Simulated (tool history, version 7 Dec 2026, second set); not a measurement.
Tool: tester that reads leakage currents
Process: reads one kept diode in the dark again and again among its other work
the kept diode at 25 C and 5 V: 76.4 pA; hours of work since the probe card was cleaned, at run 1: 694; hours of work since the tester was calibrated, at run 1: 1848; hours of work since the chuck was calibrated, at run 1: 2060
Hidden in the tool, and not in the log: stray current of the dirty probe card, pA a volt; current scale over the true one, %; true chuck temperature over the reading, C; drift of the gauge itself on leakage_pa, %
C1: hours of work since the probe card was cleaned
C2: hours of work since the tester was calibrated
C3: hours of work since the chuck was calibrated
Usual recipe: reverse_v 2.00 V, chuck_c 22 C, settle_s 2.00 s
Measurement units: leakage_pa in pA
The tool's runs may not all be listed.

Run 1, hour 0.0: usual settings; C1 694; C2 1848; C3 2060. Result: leakage_pa 45.41 pA.
Run 2, hour 14.8: usual settings but chuck_c 35 C; C1 703; C2 1857; C3 2069. Result: leakage_pa 111.86 pA.
Run 3, hour 30.3: usual settings but chuck_c 35 C; C1 712; C2 1866; C3 2079. Result: leakage_pa 111.88 pA.
Run 4, hour 48.5: usual settings but chuck_c 35 C, settle_s 4.68 s; C1 723; C2 1877; C3 2090. Result: leakage_pa 111.65 pA.
Run 5, hour 74.3: usual settings but chuck_c 32 C; C1 739; C2 1893; C3 2106. Result: leakage_pa 91.08 pA.
Run 6, hour 99.5: usual settings but chuck_c 32 C; C1 754; C2 1909; C3 2121. Result: leakage_pa 91.40 pA.
Run 7, hour 126.7: usual settings but chuck_c 32 C; C1 771; C2 1925; C3 2138. Result: leakage_pa 91.79 pA.
Run 8, hour 158.5: usual settings but chuck_c 47 C; C1 790; C2 1944; C3 2157. Result: leakage_pa 242.85 pA.
Run 9, hour 181.2: usual settings but chuck_c 47 C; C1 804; C2 1958; C3 2171. Result: leakage_pa 244.62 pA.
Run 10, hour 202.2: usual settings but reverse_v 1.56 V; C1 817; C2 1971; C3 2184. Result: leakage_pa 40.27 pA.
At hour 230.4: chuck's temperature calibrated.
Run 11, hour 234.4: usual settings but reverse_v 16.50 V, chuck_c 29 C, settle_s 1.38 s; C1 835; C2 1990; C3 2. Result: leakage_pa 193.27 pA.
Run 12, hour 265.9: usual settings but reverse_v 6.52 V, chuck_c 51 C; C1 854; C2 2009; C3 22. Result: leakage_pa 495.74 pA.
Run 13, hour 296.8: usual settings but reverse_v 6.52 V, chuck_c 51 C; C1 873; C2 2028; C3 40. Result: leakage_pa 498.90 pA.

Each row is a separate what-if for the run after 13, all from the same tool condition, not one after another. Results?
Run A, hour 330.9: usual settings but reverse_v 6.37 V, chuck_c 51 C, settle_s 6.92 s; C1 894; C2 2048; C3 61. Result: leakage_pa ?.
Run B, hour 330.9: usual settings but chuck_c 38 C, settle_s 0.93 s; C1 894; C2 2048; C3 61. Result: leakage_pa ?.
Run C, hour 330.9: usual settings but reverse_v 6.52 V, chuck_c 51 C, settle_s 0.50 s; C1 894; C2 2048; C3 61. Result: leakage_pa ?.
Run D, hour 330.9: usual settings but reverse_v 3.46 V; C1 894; C2 2048; C3 61. Result: leakage_pa ?.

run  leakage_pa
  A      491.30
  B      120.18
  C      500.76
  D       52.56
What these runs would have given with no unlogged condition in the tool:
run  leakage_pa
  A      493.69
  B      120.47
  C      503.23
  D       51.60
